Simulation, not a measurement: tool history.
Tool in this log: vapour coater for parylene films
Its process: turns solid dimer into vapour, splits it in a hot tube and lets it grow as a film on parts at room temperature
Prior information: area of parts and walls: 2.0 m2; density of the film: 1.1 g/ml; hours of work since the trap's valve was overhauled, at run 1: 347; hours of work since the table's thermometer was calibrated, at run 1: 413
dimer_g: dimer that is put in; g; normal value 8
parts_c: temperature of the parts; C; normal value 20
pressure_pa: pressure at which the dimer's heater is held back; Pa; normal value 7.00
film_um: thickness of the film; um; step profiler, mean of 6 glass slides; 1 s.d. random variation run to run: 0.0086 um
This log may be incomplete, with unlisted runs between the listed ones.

run	hour	dimer_g	parts_c	pressure_pa	hours of work since the trap's valve was overhauled	hours of work since the table's thermometer was calibrated	film_um
1	0.0	8	20	7.00	347	413	2.665
2	11.2	8	20	5.48	354	420	2.730
3	30.1	8	20	5.48	366	432	2.750
4	47.2	4	20	5.48	376	442	1.385
5	69.1	8	20	3.31	390	456	2.878
6	92.8	8	14	7.00	405	471	3.024
7	107.8	8	14	7.00	414	480	3.022
8	126.9	8	14	7.00	426	492	3.011
9	146.2	8	15	2.65	438	505	3.268
10	162.3	5	15	3.87	448	515	1.964
11	184.0	5	15	3.87	462	528	1.953
12	204.5	12	23	2.27	475	541	4.196
13	226.5	8	20	3.89	489	555	2.817
14	240.4	8	14	5.76	497	564	3.057
15	255.5	8	26	4.56	507	573	2.440
16	270.4	12	23	7.00	516	582	3.684

Selected run-to-run steps in film_um, each split into two signed amounts: the part the tool would show with no hidden state at all (from settings, incoming material and random variation), and the remainder, which goes to the hidden state together with any gauge scatter not common to the measured and the hidden-state-free results:
What the log doesn't record here: vapour lost through the trap's worn valve, %; true temperature of the parts over the reading, C; drift of the gauge itself on film_um, %.
Run 11 -> 12: dimer_g 5 -> 12, parts_c 15 -> 23, pressure_pa 3.87 -> 2.27. film_um +2.243 um: hidden state -0.084, all else +2.327.

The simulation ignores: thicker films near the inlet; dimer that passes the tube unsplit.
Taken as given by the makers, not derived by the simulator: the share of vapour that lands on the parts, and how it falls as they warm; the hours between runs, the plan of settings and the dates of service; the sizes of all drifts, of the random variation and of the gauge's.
